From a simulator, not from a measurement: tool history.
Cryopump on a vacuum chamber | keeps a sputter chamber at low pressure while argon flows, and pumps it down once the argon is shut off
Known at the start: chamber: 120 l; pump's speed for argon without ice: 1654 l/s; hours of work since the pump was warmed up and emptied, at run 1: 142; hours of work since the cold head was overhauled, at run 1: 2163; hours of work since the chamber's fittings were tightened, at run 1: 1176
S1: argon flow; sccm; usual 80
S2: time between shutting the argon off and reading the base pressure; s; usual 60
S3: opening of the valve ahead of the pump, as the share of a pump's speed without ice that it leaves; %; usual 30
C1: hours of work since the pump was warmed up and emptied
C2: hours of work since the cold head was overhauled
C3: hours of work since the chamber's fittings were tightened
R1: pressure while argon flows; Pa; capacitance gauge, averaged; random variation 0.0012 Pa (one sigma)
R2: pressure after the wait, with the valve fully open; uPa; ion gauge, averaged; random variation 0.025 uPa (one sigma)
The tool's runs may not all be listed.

Run 1, hour 0.0: usual settings; C1 142; C2 2163; C3 1176. Result: R1 0.2801 Pa, R2 1.61 uPa.
Run 2, hour 96.2: usual settings; C1 210; C2 2231; C3 1244. Result: R1 0.2797 Pa, R2 1.67 uPa.
Run 3, hour 200.9: usual settings; C1 284; C2 2305; C3 1318. Result: R1 0.2884 Pa, R2 1.67 uPa.
Run 4, hour 306.3: usual settings; C1 358; C2 2379; C3 1392. Result: R1 0.2884 Pa, R2 1.76 uPa.
Run 5, hour 414.6: usual settings but S2 40 s; C1 435; C2 2456; C3 1469. Result: R1 0.2925 Pa, R2 2.25 uPa.
Run 6, hour 479.9: usual settings but S2 40 s; C1 481; C2 2502; C3 1515. Result: R1 0.2940 Pa, R2 2.32 uPa.
Run 7, hour 594.5: usual settings but S2 40 s, S3 33 %; C1 562; C2 2582; C3 1595. Result: R1 0.2731 Pa, R2 2.31 uPa.
Run 8, hour 693.8: usual settings but S3 35 %; C1 632; C2 2652; C3 1665. Result: R1 0.2621 Pa, R2 1.94 uPa.
Run 9, hour 813.2: usual settings but S2 33 s; C1 716; C2 2737; C3 1750. Result: R1 0.3047 Pa, R2 2.78 uPa.
Run 10, hour 933.3: usual settings but S2 33 s; C1 801; C2 2821; C3 1834. Result: R1 0.3112 Pa, R2 2.87 uPa.
Run 11, hour 1055.7: usual settings; C1 887; C2 2908; C3 1921. Result: R1 0.3168 Pa, R2 2.22 uPa.
At hour 1101.1: pump warmed up, emptied and cooled again.
At hour 1103.1: leaking fittings of the chamber tightened, without venting.
Run 12, hour 1142.4: usual settings; C1 28; C2 2964; C3 28. Result: R1 0.2763 Pa, R2 1.07 uPa.
Run 13, hour 1231.1: usual settings but S3 18 %; C1 90; C2 3026; C3 90. Result: R1 0.4616 Pa, R2 1.12 uPa.
Run 14, hour 1358.5: usual settings but S2 73 s; C1 180; C2 3116; C3 180. Result: R1 0.2805 Pa, R2 0.98 uPa.
Run 15, hour 1415.7: usual settings but S2 73 s; C1 220; C2 3157; C3 220. Result: R1 0.2831 Pa, R2 1.04 uPa.
Run 16, hour 1530.1: usual settings but S2 73 s; C1 301; C2 3237; C3 301. Result: R1 0.2854 Pa, R2 1.04 uPa.
Run 17, hour 1617.7: usual settings but S2 73 s; C1 363; C2 3299; C3 363. Result: R1 0.2901 Pa, R2 1.09 uPa.
Run 18, hour 1695.7: usual settings but S1 34 sccm, S2 34 s, S3 18 %; C1 418; C2 3354; C3 418. Result: R1 0.2021 Pa, R2 1.96 uPa.
Run 19, hour 1813.2: usual settings but S1 105 sccm, S2 25 s, S3 23 %; C1 501; C2 3437; C3 501. Result: R1 0.4958 Pa, R2 2.43 uPa.
Run 20, hour 1880.0: usual settings but S1 98 sccm, S2 103 s, S3 27 %; C1 548; C2 3484; C3 548. Result: R1 0.4027 Pa, R2 1.05 uPa.
Run 21, hour 2006.4: usual settings but S1 98 sccm, S2 103 s, S3 27 %; C1 637; C2 3573; C3 637. Result: R1 0.4067 Pa, R2 1.13 uPa.
Run 22, hour 2090.2: usual settings but S1 128 sccm, S2 35 s; C1 696; C2 3632; C3 696. Result: R1 0.4905 Pa, R2 2.11 uPa.
Run 23, hour 2210.9: usual settings but S1 128 sccm, S2 35 s; C1 781; C2 3717; C3 781. Result: R1 0.4987 Pa, R2 2.13 uPa.
Run 24, hour 2283.1: usual settings but S1 128 sccm, S2 35 s; C1 832; C2 3768; C3 832. Result: R1 0.5037 Pa, R2 2.19 uPa.
Run 25, hour 2381.1: usual settings but S1 77 sccm, S3 25 %; C1 901; C2 3837; C3 901. Result: R1 0.3571 Pa, R2 1.70 uPa.
At hour 2402.8: pump warmed up, emptied and cooled again.
Run 26, hour 2484.8: usual settings but S1 77 sccm, S3 25 %; C1 58; C2 3907; C3 971. Result: R1 0.3196 Pa, R2 1.45 uPa.
Run 27, hour 2595.1: usual settings but S1 94 sccm, S2 98 s, S3 31 %; C1 136; C2 3985; C3 1049. Result: R1 0.3206 Pa, R2 1.17 uPa.
Run 28, hour 2713.4: usual settings but S1 120 sccm, S2 27 s, S3 31 %; C1 219; C2 4068; C3 1132. Result: R1 0.4120 Pa, R2 2.54 uPa.
Run 29, hour 2823.0: usual settings but S2 184 s, S3 43 %; C1 296; C2 4146; C3 1209. Result: R1 0.2051 Pa, R2 1.04 uPa.
Run 30, hour 2947.3: usual settings but S1 116 sccm, S2 184 s, S3 19 %; C1 384; C2 4233; C3 1297. Result: R1 0.6522 Pa, R2 1.17 uPa.
Run 31, hour 3038.1: usual settings but S2 249 s; C1 448; C2 4297; C3 1361. Result: R1 0.2961 Pa, R2 1.08 uPa.
Run 32, hour 3113.7: usual settings but S2 249 s; C1 501; C2 4351; C3 1414. Result: R1 0.2986 Pa, R2 1.15 uPa.
Run 33, hour 3215.5: usual settings but S1 146 sccm, S2 97 s; C1 573; C2 4422; C3 1486. Result: R1 0.5480 Pa, R2 1.56 uPa.

Forecast each of these 4 alternatives for the next run:
Run A, hour 3272.3: usual settings but S1 42 sccm, S2 97 s, S3 19 %; C1 613; C2 4462; C3 1526. Result: R1 ?, R2 ?.
Run B, hour 3272.3: usual settings but S1 50 sccm, S2 74 s, S3 41 %; C1 613; C2 4462; C3 1526. Result: R1 ?, R2 ?.
Run C, hour 3272.3: usual settings but S2 95 s; C1 613; C2 4462; C3 1526. Result: R1 ?, R2 ?.
Run D, hour 3272.3: usual settings but S3 46 %; C1 613; C2 4462; C3 1526. Result: R1 ?, R2 ?.

run      R1    R2
  A  0.2416  1.54
  B  0.1433  1.82
  C  0.3051  1.63
  D  0.2099  1.85
Without the tool's hidden state the same runs would have given:
run      R1    R2
  A  0.2252  0.68
  B  0.1238  0.91
  C  0.2737  0.73
  D  0.1785  0.99
